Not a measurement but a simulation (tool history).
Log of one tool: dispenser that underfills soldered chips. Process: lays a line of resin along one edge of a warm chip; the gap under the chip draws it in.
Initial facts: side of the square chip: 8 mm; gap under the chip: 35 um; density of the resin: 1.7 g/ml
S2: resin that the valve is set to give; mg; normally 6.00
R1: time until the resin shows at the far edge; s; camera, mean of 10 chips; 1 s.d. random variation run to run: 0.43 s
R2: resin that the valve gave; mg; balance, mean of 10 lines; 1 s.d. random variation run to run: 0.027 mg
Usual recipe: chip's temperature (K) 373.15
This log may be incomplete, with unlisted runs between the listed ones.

run 1 hour=0.0 | chip's_temperature_(K)=373.15 S2=6.00 | R1=34.0 R2=6.01
run 2 hour=11.2 | chip's_temperature_(K)=373.15 S2=6.00 | R1=43.5 R2=5.95
-- hour=14.1 new syringe of resin
run 3 hour=23.5 | chip's_temperature_(K)=373.15 S2=6.46 | R1=38.7 R2=6.41
-- hour=31.7 new syringe of resin
run 4 hour=38.0 | chip's_temperature_(K)=373.15 S2=6.46 | R1=35.7 R2=6.38
-- hour=49.1 new syringe of resin
run 5 hour=49.1 | chip's_temperature_(K)=381.15 S2=6.46 | R1=23.2 R2=6.31
run 6 hour=57.0 | chip's_temperature_(K)=381.15 S2=6.46 | R1=28.3 R2=6.35
-- hour=66.7 new syringe of resin
run 7 hour=72.3 | chip's_temperature_(K)=381.15 S2=6.46 | R1=26.1 R2=6.35
run 8 hour=81.3 | chip's_temperature_(K)=366.15 S2=6.46 | R1=55.0 R2=6.30
-- hour=84.2 new syringe of resin
run 9 hour=92.3 | chip's_temperature_(K)=373.15 S2=6.46 | R1=36.8 R2=6.30
run 10 hour=99.8 | chip's_temperature_(K)=373.15 S2=6.46 | R1=42.5 R2=6.28
-- hour=102.2 new syringe of resin
run 11 hour=111.2 | chip's_temperature_(K)=373.15 S2=6.46 | R1=39.1 R2=6.29
run 12 hour=117.6 | chip's_temperature_(K)=381.15 S2=6.46 | R1=32.6 R2=6.26
-- hour=120.0 new syringe of resin
run 13 hour=125.4 | chip's_temperature_(K)=381.15 S2=6.09 | R1=27.0 R2=5.87
-- hour=133.1 dispensing valve cleaned and set on the balance
run 14 hour=135.1 | chip's_temperature_(K)=372.15 S2=6.00 | R1=44.6 R2=6.04
-- hour=139.4 new syringe of resin
run 15 hour=147.2 | chip's_temperature_(K)=372.15 S2=6.00 | R1=39.0 R2=5.99
run 16 hour=155.6 | chip's_temperature_(K)=363.15 S2=6.00 | R1=65.8 R2=6.01
-- hour=157.3 new syringe of resin
run 17 hour=163.5 | chip's_temperature_(K)=373.15 S2=6.00 | R1=35.1 R2=5.96
run 18 hour=169.9 | chip's_temperature_(K)=373.15 S2=6.00 | R1=40.8 R2=5.98
-- hour=175.5 new syringe of resin
run 19 hour=185.1 | chip's_temperature_(K)=373.15 S2=6.00 | R1=38.4 R2=5.92

What does the tool deliver on the next run?
-- hour=193.5 new syringe of resin
run 20 hour=200.4 | chip's_temperature_(K)=373.15 S2=6.00 | R1=? R2=?

R1: 36.8 s
R2: 5.93 mg
The same run, on a tool lacking any hidden state, would have yielded R1 30.3 s, R2 6.01 mg.

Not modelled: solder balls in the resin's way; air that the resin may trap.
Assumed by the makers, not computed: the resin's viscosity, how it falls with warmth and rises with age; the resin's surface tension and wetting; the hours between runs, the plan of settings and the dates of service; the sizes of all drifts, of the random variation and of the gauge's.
